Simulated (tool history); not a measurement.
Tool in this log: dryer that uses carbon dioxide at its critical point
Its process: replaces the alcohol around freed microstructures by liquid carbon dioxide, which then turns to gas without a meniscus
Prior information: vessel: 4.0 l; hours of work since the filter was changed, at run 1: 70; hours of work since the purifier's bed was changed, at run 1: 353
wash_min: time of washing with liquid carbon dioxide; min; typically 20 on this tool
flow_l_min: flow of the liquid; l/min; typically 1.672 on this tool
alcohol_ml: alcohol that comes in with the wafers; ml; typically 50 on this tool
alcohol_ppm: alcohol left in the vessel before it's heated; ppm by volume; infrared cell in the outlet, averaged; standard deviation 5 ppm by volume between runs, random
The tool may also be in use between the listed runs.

run	hour	wash_min	flow_l_min	alcohol_ml	hours of work since the filter was changed	hours of work since the purifier's bed was changed	alcohol_ppm
1	0.0	20	1.672	50	70	353	111
2	13.2	20	1.672	50	77	360	116
3	23.1	20	1.060	50	82	366	259
4	33.9	20	1.060	50	88	371	248
5	48.3	20	1.060	50	95	379	261
6	57.4	20	1.060	50	100	384	268
7	66.5	20	1.060	50	105	389	266
8	77.3	30	1.672	50	111	394	114
9	86.2	30	1.672	50	116	399	116
10	93.8	30	1.672	50	120	403	119
11	100.9	20	2.680	39	123	407	121
12	112.9	20	1.672	60	130	413	134
13	124.4	25	1.210	46	136	419	146
14	139.7	25	1.170	46	144	427	153
15	149.5	17	2.510	30	149	433	129
16	162.7	19	1.672	58	156	440	150
17	176.0	25	1.672	57	163	447	142
18	191.8	27	1.672	23	171	455	129
19	202.6	20	1.580	114	177	461	165
20	215.2	28	1.460	114	184	467	144

4 options for the next run, each taken on its own from the tool as it stands now. Forecast them:
A	224.5	22	1.060	23	189	472	?
B	224.5	28	2.170	59	189	472	?
C	224.5	27	2.820	108	189	472	?
D	224.5	18	1.460	21	189	472	?

run	alcohol_ppm
A	186
B	153
C	130
D	170
Take away the tool's hidden state, keep each run's random variation, and the runs would have read:
run	alcohol_ppm
A	43
B	15
C	0
D	28

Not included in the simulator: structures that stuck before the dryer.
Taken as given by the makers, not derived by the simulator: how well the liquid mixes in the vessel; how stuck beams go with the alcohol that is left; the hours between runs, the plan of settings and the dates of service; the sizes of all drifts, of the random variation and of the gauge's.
